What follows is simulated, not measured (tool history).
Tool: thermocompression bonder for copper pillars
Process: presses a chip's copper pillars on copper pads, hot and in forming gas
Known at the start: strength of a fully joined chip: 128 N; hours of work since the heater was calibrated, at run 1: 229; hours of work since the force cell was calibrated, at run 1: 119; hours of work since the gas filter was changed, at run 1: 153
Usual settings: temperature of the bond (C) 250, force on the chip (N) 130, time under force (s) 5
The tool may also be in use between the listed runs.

run,day,temperature of the bond (C),force on the chip (N),time under force (s),hours of work since the heater was calibrated,hours of work since the force cell was calibrated,hours of work since the gas filter was changed,force that shears a chip off (N)
1,0.000,250,130,5,229,119,153,47.3
2,0.275,250,130,5,232,122,157,48.0
3,0.600,250,130,6,237,127,161,51.2
4,0.933,250,130,6,241,131,165,51.4
5,1.162,250,130,6,244,134,168,50.2
6,1.554,250,130,6,249,139,173,51.3
7,1.908,250,130,8,253,143,178,56.3
8,2.250,250,130,3,258,148,182,39.2
9,2.483,250,130,14,261,151,185,68.1
10,2.700,250,130,14,263,154,188,68.1
11,2.892,250,130,14,266,156,190,67.7
12,3.288,250,130,14,271,161,195,67.8
13,3.575,231,130,5,275,165,199,35.5
14,3.783,231,130,5,277,167,202,35.8
15,3.971,250,130,5,280,170,204,46.5
16,4.246,225,130,5,283,173,207,32.9
17,4.554,250,158,5,287,177,211,57.1
18,4.888,250,130,4,291,182,216,43.2
19,5.183,250,130,4,295,185,220,42.7
20,5.433,250,126,4,298,189,223,41.7
21,5.708,250,130,4,302,192,226,42.4
22,5.917,267,130,9,305,195,229,71.1
23,6.279,267,130,9,309,199,234,70.8
24,6.629,272,130,5,314,204,238,60.9
25,6.821,272,130,5,316,206,240,61.7
26,7.142,227,130,5,320,210,245,33.4
27,7.346,274,170,11,323,213,247,95.8
28,7.704,240,167,8,328,218,252,61.5
29,8.012,240,167,8,331,222,256,62.2
30,8.183,250,94,4,334,224,258,31.2
31,8.412,250,177,3,337,227,261,51.2
32,8.688,250,149,6,340,230,264,56.1
33,8.917,250,149,6,343,233,267,56.5
34,9.142,276,190,5,346,236,270,84.7
35,9.400,259,130,7,349,239,274,59.2

Forecast run 36:
36,9.567,241,140,4,351,242,276,?

{"run 36": {"force that shears a chip off (N)": 40.5}}
Without the tool's hidden state the same run would have given force that shears a chip off (N) 43.2.
